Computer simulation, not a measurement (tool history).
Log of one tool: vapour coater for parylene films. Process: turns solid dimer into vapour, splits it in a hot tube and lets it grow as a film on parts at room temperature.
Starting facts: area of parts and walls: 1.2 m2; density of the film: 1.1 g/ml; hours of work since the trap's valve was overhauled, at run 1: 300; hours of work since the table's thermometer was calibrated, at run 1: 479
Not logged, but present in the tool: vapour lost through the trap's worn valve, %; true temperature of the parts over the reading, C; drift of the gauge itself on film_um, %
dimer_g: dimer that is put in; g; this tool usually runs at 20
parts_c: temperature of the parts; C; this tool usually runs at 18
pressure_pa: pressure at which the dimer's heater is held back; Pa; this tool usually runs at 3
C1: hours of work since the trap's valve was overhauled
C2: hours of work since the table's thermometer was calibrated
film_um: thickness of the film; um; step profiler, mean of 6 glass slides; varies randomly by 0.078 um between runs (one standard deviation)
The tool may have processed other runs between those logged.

Run 1, hour 0: usual settings; C1 300; C2 479. Result: film_um 9.45 um.
At hour 7.7: trap's valve overhauled.
Run 2, hour 34.8: usual settings; C1 18; C2 500. Result: film_um 9.44 um.
Run 3, hour 59: usual settings; C1 34; C2 516. Result: film_um 9.35 um.
Run 4, hour 77.2: usual settings; C1 47; C2 528. Result: film_um 9.37 um.
Run 5, hour 96.9: usual settings; C1 60; C2 542. Result: film_um 9.47 um.
Run 6, hour 127.1: usual settings but parts_c 29 C; C1 80; C2 562. Result: film_um 7.07 um.
Run 7, hour 142.2: usual settings; C1 90; C2 572. Result: film_um 9.58 um.
Run 8, hour 165.1: usual settings; C1 105; C2 587. Result: film_um 9.5 um.
Run 9, hour 180.4: usual settings; C1 116; C2 597. Result: film_um 9.41 um.
Run 10, hour 199.6: usual settings; C1 128; C2 610. Result: film_um 9.27 um.
Run 11, hour 214.5: usual settings; C1 138; C2 620. Result: film_um 9.51 um.
Run 12, hour 228.8: usual settings; C1 148; C2 630. Result: film_um 9.38 um.
Run 13, hour 247.3: usual settings; C1 160; C2 642. Result: film_um 9.44 um.
Run 14, hour 264.6: usual settings; C1 172; C2 654. Result: film_um 9.29 um.
Run 15, hour 289.1: usual settings; C1 188; C2 670. Result: film_um 9.29 um.
Run 16, hour 305.7: usual settings but pressure_pa 6.13 Pa; C1 199; C2 681. Result: film_um 8.04 um.
Run 17, hour 332.7: usual settings but pressure_pa 6.13 Pa; C1 217; C2 699. Result: film_um 8.12 um.
Run 18, hour 360.8: usual settings but dimer_g 28 g; C1 236; C2 718. Result: film_um 13.22 um.
Run 19, hour 392.1: usual settings but dimer_g 12 g; C1 257; C2 739. Result: film_um 5.58 um.
Run 20, hour 418.1: usual settings but dimer_g 11 g, parts_c 28 C, pressure_pa 8.3 Pa; C1 275; C2 756. Result: film_um 3.21 um.
Run 21, hour 434.1: usual settings but dimer_g 23 g, parts_c 15 C, pressure_pa 3.35 Pa; C1 285; C2 767. Result: film_um 11.41 um.
Run 22, hour 455.5: usual settings but dimer_g 10 g, parts_c 21 C, pressure_pa 7 Pa; C1 300; C2 782. Result: film_um 3.57 um.
At hour 464: trap's valve overhauled.
Run 23, hour 474.3: usual settings but dimer_g 17 g; C1 7; C2 791. Result: film_um 8.09 um.
Run 24, hour 503.2: usual settings but dimer_g 17 g; C1 26; C2 811. Result: film_um 7.94 um.
Run 25, hour 525.4: usual settings but dimer_g 17 g; C1 41; C2 826. Result: film_um 8.01 um.
Run 26, hour 553.1: usual settings but dimer_g 34 g; C1 60; C2 844. Result: film_um 16.03 um.
Run 27, hour 578.4: usual settings but pressure_pa 5.31 Pa; C1 77; C2 861. Result: film_um 8.34 um.
Run 28, hour 599.2: usual settings but dimer_g 35 g; C1 90; C2 875. Result: film_um 16.7 um.
Run 29, hour 612.8: usual settings but dimer_g 23 g; C1 100; C2 884. Result: film_um 10.83 um.
Run 30, hour 629.8: usual settings but dimer_g 23 g; C1 111; C2 895. Result: film_um 10.78 um.
Run 31, hour 646.8: usual settings but parts_c 10 C; C1 122; C2 907. Result: film_um 11.63 um.

For run 32, what comes out?
Run 32, hour 676.4: usual settings but dimer_g 21 g, parts_c 17 C, pressure_pa 3.79 Pa; C1 142; C2 927. Result: film_um ?.

{"run 32": {"film_um": 9.77}}
With no hidden state in the tool, this same run would have given film_um 9.79 um.
